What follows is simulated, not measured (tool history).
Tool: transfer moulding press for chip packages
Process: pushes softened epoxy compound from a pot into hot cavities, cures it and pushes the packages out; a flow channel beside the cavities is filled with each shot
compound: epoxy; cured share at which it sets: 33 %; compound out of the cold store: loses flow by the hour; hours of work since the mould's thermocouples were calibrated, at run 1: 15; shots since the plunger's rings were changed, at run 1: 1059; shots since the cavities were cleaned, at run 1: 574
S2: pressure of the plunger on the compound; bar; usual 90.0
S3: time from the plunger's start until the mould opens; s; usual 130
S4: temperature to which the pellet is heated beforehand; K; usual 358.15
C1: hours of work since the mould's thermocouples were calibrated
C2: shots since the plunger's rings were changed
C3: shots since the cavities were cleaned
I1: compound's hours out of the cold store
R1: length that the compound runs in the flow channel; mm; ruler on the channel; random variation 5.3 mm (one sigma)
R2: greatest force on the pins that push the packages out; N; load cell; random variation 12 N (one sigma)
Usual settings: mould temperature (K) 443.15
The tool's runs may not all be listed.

Run 1, hour 0.0: usual settings; C1 15; C2 1059; C3 574; I1 29.3. Result: R1 547 mm, R2 822 N.
Run 2, hour 7.8: usual settings; C1 20; C2 1127; C3 642; I1 35.3. Result: R1 531 mm, R2 814 N.
At hour 15.0: cavities cleaned with cleaning compound and waxed.
Run 3, hour 15.0: usual settings; C1 23; C2 1178; C3 0; I1 18.0. Result: R1 575 mm, R2 615 N.
Run 4, hour 20.8: usual settings; C1 27; C2 1229; C3 51; I1 28.4. Result: R1 540 mm, R2 624 N.
Run 5, hour 27.9: usual settings; C1 31; C2 1291; C3 113; I1 8.2. Result: R1 595 mm, R2 627 N.
At hour 30.8: mould's thermocouples calibrated.
Run 6, hour 34.9: usual settings; C1 2; C2 1335; C3 157; I1 23.7. Result: R1 559 mm, R2 688 N.
Run 7, hour 40.9: usual settings; C1 6; C2 1388; C3 210; I1 43.5. Result: R1 509 mm, R2 674 N.
Run 8, hour 48.5: usual settings but mould temperature (K) 441.15, S3 114 s; C1 11; C2 1455; C3 277; I1 21.8. Result: R1 569 mm, R2 1140 N.
Run 9, hour 53.8: usual settings but mould temperature (K) 445.15, S2 94.3 bar, S4 352.15 K; C1 14; C2 1502; C3 324; I1 13.3. Result: R1 595 mm, R2 723 N.
Run 10, hour 62.0: usual settings but S2 92.6 bar, S3 127 s; C1 19; C2 1574; C3 396; I1 22.2. Result: R1 570 mm, R2 807 N.

Forecast each of these 4 alternatives for the next run:
Run A, hour 68.5: usual settings but S2 92.6 bar, S3 144 s, S4 352.15 K; C1 23; C2 1631; C3 453; I1 22.3. Result: R1 ?, R2 ?.
Run B, hour 68.5: usual settings but mould temperature (K) 451.15, S2 92.6 bar, S3 124 s, S4 363.15 K; C1 23; C2 1631; C3 453; I1 35.2. Result: R1 ?, R2 ?.
Run C, hour 68.5: usual settings but S4 349.15 K; C1 23; C2 1631; C3 453; I1 29.1. Result: R1 ?, R2 ?.
Run D, hour 68.5: usual settings but S3 141 s; C1 23; C2 1631; C3 453; I1 33.4. Result: R1 ?, R2 ?.

run   R1   R2
  A  567  658
  B  516  602
  C  539  784
  D  535  686
Without the tool's hidden state the same runs would have given:
run   R1   R2
  A  580  486
  B  528  446
  C  552  576
  D  548  506
